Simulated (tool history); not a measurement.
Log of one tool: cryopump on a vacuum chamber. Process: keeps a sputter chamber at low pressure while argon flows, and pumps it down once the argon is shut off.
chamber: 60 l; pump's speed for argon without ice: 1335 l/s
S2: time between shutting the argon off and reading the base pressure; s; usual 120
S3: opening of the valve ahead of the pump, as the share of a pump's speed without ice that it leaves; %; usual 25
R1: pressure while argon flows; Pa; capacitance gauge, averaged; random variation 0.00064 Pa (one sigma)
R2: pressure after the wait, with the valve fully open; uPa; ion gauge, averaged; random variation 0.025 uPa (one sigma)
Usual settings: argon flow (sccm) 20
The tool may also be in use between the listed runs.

run 1 hour=0 | argon_flow_(sccm)=20 S2=120 S3=25 | R1=0.1099 R2=3.97
run 2 hour=26.7 | argon_flow_(sccm)=20 S2=120 S3=25 | R1=0.1091 R2=3.99
run 3 hour=47.9 | argon_flow_(sccm)=20 S2=120 S3=25 | R1=0.1094 R2=3.79
run 4 hour=67.8 | argon_flow_(sccm)=20 S2=120 S3=25 | R1=0.1103 R2=3.94
run 5 hour=92.5 | argon_flow_(sccm)=20 S2=120 S3=42 | R1=0.0688 R2=3.94
run 6 hour=115.9 | argon_flow_(sccm)=20 S2=120 S3=42 | R1=0.0688 R2=3.98
run 7 hour=137.7 | argon_flow_(sccm)=20 S2=120 S3=42 | R1=0.0694 R2=4.09
run 8 hour=150.1 | argon_flow_(sccm)=20 S2=120 S3=42 | R1=0.0709 R2=4
run 9 hour=177.9 | argon_flow_(sccm)=20 S2=120 S3=48 | R1=0.0631 R2=4.13
run 10 hour=199.1 | argon_flow_(sccm)=20 S2=120 S3=48 | R1=0.0627 R2=4.16
run 11 hour=218.5 | argon_flow_(sccm)=30 S2=120 S3=48 | R1=0.0947 R2=4.2
run 12 hour=247.7 | argon_flow_(sccm)=25 S2=120 S3=25 | R1=0.1398 R2=4.18
run 13 hour=271.9 | argon_flow_(sccm)=25 S2=120 S3=25 | R1=0.1392 R2=4.27
run 14 hour=288.4 | argon_flow_(sccm)=25 S2=120 S3=25 | R1=0.14 R2=4.21
run 15 hour=305.5 | argon_flow_(sccm)=25 S2=120 S3=25 | R1=0.1405 R2=4.29
run 16 hour=330 | argon_flow_(sccm)=25 S2=120 S3=25 | R1=0.1415 R2=4.41
run 17 hour=348.1 | argon_flow_(sccm)=25 S2=209 S3=25 | R1=0.1405 R2=4.07
run 18 hour=361.4 | argon_flow_(sccm)=20 S2=85 S3=25 | R1=0.112 R2=4.62
run 19 hour=374.4 | argon_flow_(sccm)=38 S2=46 S3=51 | R1=0.1169 R2=5.75
run 20 hour=395.2 | argon_flow_(sccm)=38 S2=46 S3=51 | R1=0.1173 R2=5.58
run 21 hour=407.4 | argon_flow_(sccm)=38 S2=46 S3=51 | R1=0.1169 R2=5.63
run 22 hour=431.6 | argon_flow_(sccm)=38 S2=46 S3=51 | R1=0.1197 R2=5.77
run 23 hour=448.7 | argon_flow_(sccm)=35 S2=46 S3=33 | R1=0.1557 R2=5.72
run 24 hour=476.7 | argon_flow_(sccm)=9 S2=24 S3=40 | R1=0.0344 R2=7.47
run 25 hour=498.4 | argon_flow_(sccm)=8 S2=120 S3=25 | R1=0.0462 R2=4.77
run 26 hour=521.5 | argon_flow_(sccm)=17 S2=153 S3=28 | R1=0.0893 R2=4.59
run 27 hour=550.9 | argon_flow_(sccm)=23 S2=23 S3=25 | R1=0.1329 R2=7.93
run 28 hour=571 | argon_flow_(sccm)=23 S2=119 S3=48 | R1=0.0622 R2=3.48
run 29 hour=593.6 | argon_flow_(sccm)=9 S2=28 S3=35 | R1=0.0319 R2=5.89
run 30 hour=622.5 | argon_flow_(sccm)=20 S2=22 S3=35 | R1=0.0741 R2=6.74
run 31 hour=649.5 | argon_flow_(sccm)=32 S2=85 S3=16 | R1=0.2553 R2=3.87
run 32 hour=672.1 | argon_flow_(sccm)=20 S2=120 S3=22 | R1=0.1177 R2=3.5
run 33 hour=696.4 | argon_flow_(sccm)=16 S2=32 S3=52 | R1=0.0398 R2=5.54

Taken out of this log: 1 entry between the listed runs. Where each belongs, and how the hidden state differs across it:
Between runs 27 and 28: pump warmed up, emptied and cooled again (hour 566.7)
  pump's speed, % of a pump's without ice: 65.2 -> 98.3; cold plate's temperature, K: 12.9 -> 12.91; leak into the chamber, uPa l/s: 3469 -> 3478
  measured less the result without the state, R1: +0.0163 -> +0.0011 Pa; R2: +3.85 -> +2.5 uPa
